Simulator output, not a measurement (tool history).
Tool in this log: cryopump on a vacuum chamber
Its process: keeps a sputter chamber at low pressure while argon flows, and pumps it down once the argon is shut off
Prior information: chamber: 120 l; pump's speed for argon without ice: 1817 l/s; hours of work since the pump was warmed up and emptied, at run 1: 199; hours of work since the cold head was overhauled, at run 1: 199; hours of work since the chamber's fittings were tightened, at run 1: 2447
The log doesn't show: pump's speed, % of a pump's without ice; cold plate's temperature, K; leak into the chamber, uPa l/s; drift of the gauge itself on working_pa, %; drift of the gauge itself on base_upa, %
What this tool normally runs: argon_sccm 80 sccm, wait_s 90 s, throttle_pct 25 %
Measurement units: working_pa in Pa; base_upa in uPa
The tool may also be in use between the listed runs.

run,hour,argon_sccm,wait_s,throttle_pct,hours of work since the pump was warmed up and emptied,hours of work since the cold head was overhauled,hours of work since the chamber's fittings were tightened,working_pa,base_upa
1,0.0,80,90,25,199,199,2447,0.3007,2.33
2,23.8,80,90,25,216,216,2464,0.3022,2.33
3,49.1,80,90,25,234,234,2481,0.3033,2.36
4,68.4,80,141,25,247,247,2495,0.3040,2.03
5,90.4,80,90,47,263,263,2510,0.1658,2.39
6,116.3,80,90,25,281,281,2529,0.3043,2.35
7,137.9,80,90,25,296,296,2544,0.3042,2.44
8,158.7,80,90,25,311,311,2558,0.3087,2.41
9,186.8,80,90,25,330,330,2578,0.3064,2.38
10,208.7,80,90,25,346,346,2593,0.3068,2.44
11,229.5,84,90,54,360,360,2608,0.1552,2.47
12,257.0,80,243,32,380,380,2627,0.2429,1.96
13,276.7,80,243,32,393,393,2641,0.2439,2.04
14,293.8,80,243,32,405,405,2653,0.2438,1.99
15,317.0,80,243,32,422,422,2669,0.2437,1.97
16,337.9,42,243,45,436,436,2684,0.0930,2.06
17,366.7,42,243,45,457,457,2704,0.0937,2.10
18,388.7,44,136,18,472,472,2720,0.2362,2.34

Expected results for the next run?
19,413.2,80,222,46,489,489,2737,?,?

For run 19 the tool returned working_pa 0.1762 Pa, base_upa 2.14 uPa.
With the hidden condition absent and the run-to-run variation left alone, this run would have shown working_pa 0.1613 Pa, base_upa 0.50 uPa.

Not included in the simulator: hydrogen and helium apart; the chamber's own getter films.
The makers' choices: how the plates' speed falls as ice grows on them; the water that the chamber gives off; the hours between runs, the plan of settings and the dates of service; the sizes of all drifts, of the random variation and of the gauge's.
